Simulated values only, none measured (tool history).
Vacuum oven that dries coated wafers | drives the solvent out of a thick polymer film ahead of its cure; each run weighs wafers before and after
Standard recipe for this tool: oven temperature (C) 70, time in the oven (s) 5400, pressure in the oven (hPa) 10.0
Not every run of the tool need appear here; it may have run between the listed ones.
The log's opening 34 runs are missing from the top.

run 35 hour=408.1 | oven_temperature_(C)=70 time_in_the_oven_(s)=5400 pressure_in_the_oven_(hPa)=31.7 | solvent_left_in_the_film_(%)=1.847
run 36 hour=423.3 | oven_temperature_(C)=68 time_in_the_oven_(s)=5880 pressure_in_the_oven_(hPa)=8.3 | solvent_left_in_the_film_(%)=1.198
run 37 hour=434.2 | oven_temperature_(C)=68 time_in_the_oven_(s)=7680 pressure_in_the_oven_(hPa)=5.6 | solvent_left_in_the_film_(%)=0.615
run 38 hour=447.7 | oven_temperature_(C)=76 time_in_the_oven_(s)=5400 pressure_in_the_oven_(hPa)=10.0 | solvent_left_in_the_film_(%)=0.418
run 39 hour=462.9 | oven_temperature_(C)=76 time_in_the_oven_(s)=5400 pressure_in_the_oven_(hPa)=10.0 | solvent_left_in_the_film_(%)=0.448
run 40 hour=473.4 | oven_temperature_(C)=76 time_in_the_oven_(s)=3720 pressure_in_the_oven_(hPa)=10.0 | solvent_left_in_the_film_(%)=0.811
run 41 hour=488.5 | oven_temperature_(C)=66 time_in_the_oven_(s)=3660 pressure_in_the_oven_(hPa)=15.0 | solvent_left_in_the_film_(%)=3.932
run 42 hour=501.8 | oven_temperature_(C)=69 time_in_the_oven_(s)=5400 pressure_in_the_oven_(hPa)=12.2 | solvent_left_in_the_film_(%)=1.339
run 43 hour=511.6 | oven_temperature_(C)=75 time_in_the_oven_(s)=7500 pressure_in_the_oven_(hPa)=17.3 | solvent_left_in_the_film_(%)=0.600
run 44 hour=529.0 | oven_temperature_(C)=70 time_in_the_oven_(s)=3600 pressure_in_the_oven_(hPa)=18.3 | solvent_left_in_the_film_(%)=2.551
run 45 hour=537.9 | oven_temperature_(C)=70 time_in_the_oven_(s)=2940 pressure_in_the_oven_(hPa)=18.3 | solvent_left_in_the_film_(%)=3.416
-- hour=553.9 oven's thermocouples calibrated
run 46 hour=555.7 | oven_temperature_(C)=63 time_in_the_oven_(s)=5400 pressure_in_the_oven_(hPa)=19.0 | solvent_left_in_the_film_(%)=4.282

4 ways to go on from here, each from the tool as it stands after run 46. What would each give?
run A hour=568.3 | oven_temperature_(C)=64 time_in_the_oven_(s)=7020 pressure_in_the_oven_(hPa)=26.5 | solvent_left_in_the_film_(%)=?
run B hour=568.3 | oven_temperature_(C)=62 time_in_the_oven_(s)=8400 pressure_in_the_oven_(hPa)=19.0 | solvent_left_in_the_film_(%)=?
run C hour=568.3 | oven_temperature_(C)=67 time_in_the_oven_(s)=4320 pressure_in_the_oven_(hPa)=15.0 | solvent_left_in_the_film_(%)=?
run D hour=568.3 | oven_temperature_(C)=82 time_in_the_oven_(s)=5400 pressure_in_the_oven_(hPa)=13.9 | solvent_left_in_the_film_(%)=?

run=A solvent_left_in_the_film_(%)=3.070
run=B solvent_left_in_the_film_(%)=2.764
run=C solvent_left_in_the_film_(%)=3.490
run=D solvent_left_in_the_film_(%)=0.401
Take away the tool's hidden state, keep each run's random variation, and the runs would have read:
run=A solvent_left_in_the_film_(%)=2.881
run=B solvent_left_in_the_film_(%)=2.567
run=C solvent_left_in_the_film_(%)=3.308
run=D solvent_left_in_the_film_(%)=0.339
